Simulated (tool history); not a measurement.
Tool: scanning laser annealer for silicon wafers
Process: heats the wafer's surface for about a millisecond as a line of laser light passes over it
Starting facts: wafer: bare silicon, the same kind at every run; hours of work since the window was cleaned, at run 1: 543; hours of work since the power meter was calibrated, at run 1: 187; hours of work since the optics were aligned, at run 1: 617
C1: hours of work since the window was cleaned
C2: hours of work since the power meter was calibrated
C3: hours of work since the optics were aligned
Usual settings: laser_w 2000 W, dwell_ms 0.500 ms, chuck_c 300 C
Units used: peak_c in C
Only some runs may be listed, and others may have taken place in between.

run 1 hour=0.0 | laser_w=2000 dwell_ms=0.500 chuck_c=300 | C1=543 C2=187 C3=617 | peak_c=1094
run 2 hour=62.1 | laser_w=1821 dwell_ms=0.500 chuck_c=300 | C1=587 C2=230 C3=661 | peak_c=999
run 3 hour=106.1 | laser_w=1821 dwell_ms=0.500 chuck_c=300 | C1=618 C2=261 C3=691 | peak_c=1001
-- hour=119.7 window over the wafer cleaned
run 4 hour=181.7 | laser_w=1821 dwell_ms=0.500 chuck_c=300 | C1=44 C2=313 C3=743 | peak_c=1000
run 5 hour=224.3 | laser_w=1821 dwell_ms=0.500 chuck_c=300 | C1=74 C2=343 C3=773 | peak_c=1000
run 6 hour=264.6 | laser_w=1821 dwell_ms=0.500 chuck_c=300 | C1=102 C2=371 C3=801 | peak_c=1000
-- hour=294.3 optics aligned, line set to its width
run 7 hour=317.5 | laser_w=1821 dwell_ms=0.500 chuck_c=300 | C1=135 C2=405 C3=16 | peak_c=999
run 8 hour=356.1 | laser_w=2000 dwell_ms=0.500 chuck_c=300 | C1=163 C2=432 C3=43 | peak_c=1096
run 9 hour=401.5 | laser_w=2000 dwell_ms=0.500 chuck_c=311 | C1=195 C2=464 C3=75 | peak_c=1107
run 10 hour=448.3 | laser_w=2000 dwell_ms=0.500 chuck_c=311 | C1=227 C2=497 C3=108 | peak_c=1108
run 11 hour=500.0 | laser_w=2000 dwell_ms=0.500 chuck_c=308 | C1=264 C2=533 C3=145 | peak_c=1103
run 12 hour=558.3 | laser_w=1762 dwell_ms=0.500 chuck_c=300 | C1=305 C2=574 C3=186 | peak_c=972
run 13 hour=606.9 | laser_w=2000 dwell_ms=0.500 chuck_c=300 | C1=339 C2=608 C3=220 | peak_c=1096
run 14 hour=640.0 | laser_w=2000 dwell_ms=0.500 chuck_c=300 | C1=362 C2=631 C3=243 | peak_c=1096
run 15 hour=715.2 | laser_w=2000 dwell_ms=0.500 chuck_c=300 | C1=415 C2=684 C3=296 | peak_c=1098
run 16 hour=785.6 | laser_w=2000 dwell_ms=0.500 chuck_c=300 | C1=464 C2=734 C3=345 | peak_c=1096
run 17 hour=834.3 | laser_w=1929 dwell_ms=0.500 chuck_c=300 | C1=499 C2=768 C3=379 | peak_c=1058
run 18 hour=869.8 | laser_w=1929 dwell_ms=0.500 chuck_c=300 | C1=524 C2=793 C3=404 | peak_c=1057
run 19 hour=907.9 | laser_w=1929 dwell_ms=0.500 chuck_c=300 | C1=550 C2=820 C3=431 | peak_c=1058
run 20 hour=957.8 | laser_w=1929 dwell_ms=0.500 chuck_c=300 | C1=585 C2=855 C3=466 | peak_c=1055
run 21 hour=1004.8 | laser_w=1929 dwell_ms=0.500 chuck_c=300 | C1=618 C2=888 C3=499 | peak_c=1058
-- hour=1019.6 window over the wafer cleaned
run 22 hour=1048.3 | laser_w=2039 dwell_ms=0.500 chuck_c=288 | C1=20 C2=917 C3=528 | peak_c=1104
run 23 hour=1124.2 | laser_w=2088 dwell_ms=0.467 chuck_c=336 | C1=74 C2=970 C3=582 | peak_c=1151
run 24 hour=1178.9 | laser_w=2088 dwell_ms=0.467 chuck_c=336 | C1=112 C2=1009 C3=620 | peak_c=1150
run 25 hour=1215.9 | laser_w=1804 dwell_ms=0.538 chuck_c=283 | C1=138 C2=1035 C3=646 | peak_c=1000
run 26 hour=1282.3 | laser_w=2162 dwell_ms=0.382 chuck_c=273 | C1=185 C2=1081 C3=693 | peak_c=1050
run 27 hour=1337.6 | laser_w=2162 dwell_ms=0.382 chuck_c=273 | C1=224 C2=1120 C3=732 | peak_c=1051
run 28 hour=1390.8 | laser_w=1984 dwell_ms=0.379 chuck_c=315 | C1=261 C2=1158 C3=769 | peak_c=1004
run 29 hour=1454.2 | laser_w=2000 dwell_ms=0.531 chuck_c=293 | C1=305 C2=1202 C3=814 | peak_c=1113
-- hour=1464.8 optics aligned, line set to its width
run 30 hour=1507.7 | laser_w=2189 dwell_ms=0.500 chuck_c=300 | C1=340 C2=1236 C3=30 | peak_c=1200
run 31 hour=1559.7 | laser_w=2189 dwell_ms=0.500 chuck_c=300 | C1=376 C2=1273 C3=67 | peak_c=1197
run 32 hour=1605.0 | laser_w=1822 dwell_ms=0.554 chuck_c=276 | C1=408 C2=1305 C3=99 | peak_c=1015
run 33 hour=1667.3 | laser_w=2000 dwell_ms=0.500 chuck_c=298 | C1=452 C2=1348 C3=142 | peak_c=1096
run 34 hour=1709.7 | laser_w=2120 dwell_ms=0.596 chuck_c=298 | C1=481 C2=1378 C3=172 | peak_c=1233
run 35 hour=1744.4 | laser_w=1767 dwell_ms=0.500 chuck_c=300 | C1=506 C2=1403 C3=197 | peak_c=975
run 36 hour=1820.5 | laser_w=1767 dwell_ms=0.526 chuck_c=300 | C1=559 C2=1456 C3=250 | peak_c=987
run 37 hour=1898.9 | laser_w=1767 dwell_ms=0.526 chuck_c=300 | C1=614 C2=1511 C3=305 | peak_c=990
-- hour=1919.9 window over the wafer cleaned
run 38 hour=1938.8 | laser_w=1767 dwell_ms=0.428 chuck_c=300 | C1=13 C2=1538 C3=332 | peak_c=925
run 39 hour=2005.1 | laser_w=2196 dwell_ms=0.556 chuck_c=334 | C1=60 C2=1584 C3=378 | peak_c=1283
run 40 hour=2069.8 | laser_w=1783 dwell_ms=0.574 chuck_c=267 | C1=105 C2=1630 C3=424 | peak_c=996

Describe how what the log doesn't record of the tool's condition differs between the last listed run preceding each entry between runs and the first listed run following it.
Runs 3 to 4: window over the wafer cleaned (hour 119.7)
  light that passes the window, % of a clean one's: 99.94 -> 99.99; width of the line over the set one, %: 0.01 -> 0.02
Runs 6 to 7: optics aligned, line set to its width (hour 294.3)
  width of the line over the set one, %: 0.02 -> 0
Runs 21 to 22: window over the wafer cleaned (hour 1019.6)
  light that passes the window, % of a clean one's: 99.94 -> 100
Runs 29 to 30: optics aligned, line set to its width (hour 1464.8)
  width of the line over the set one, %: 0.02 -> 0
Runs 37 to 38: window over the wafer cleaned (hour 1919.9)
  light that passes the window, % of a clean one's: 99.95 -> 99.99
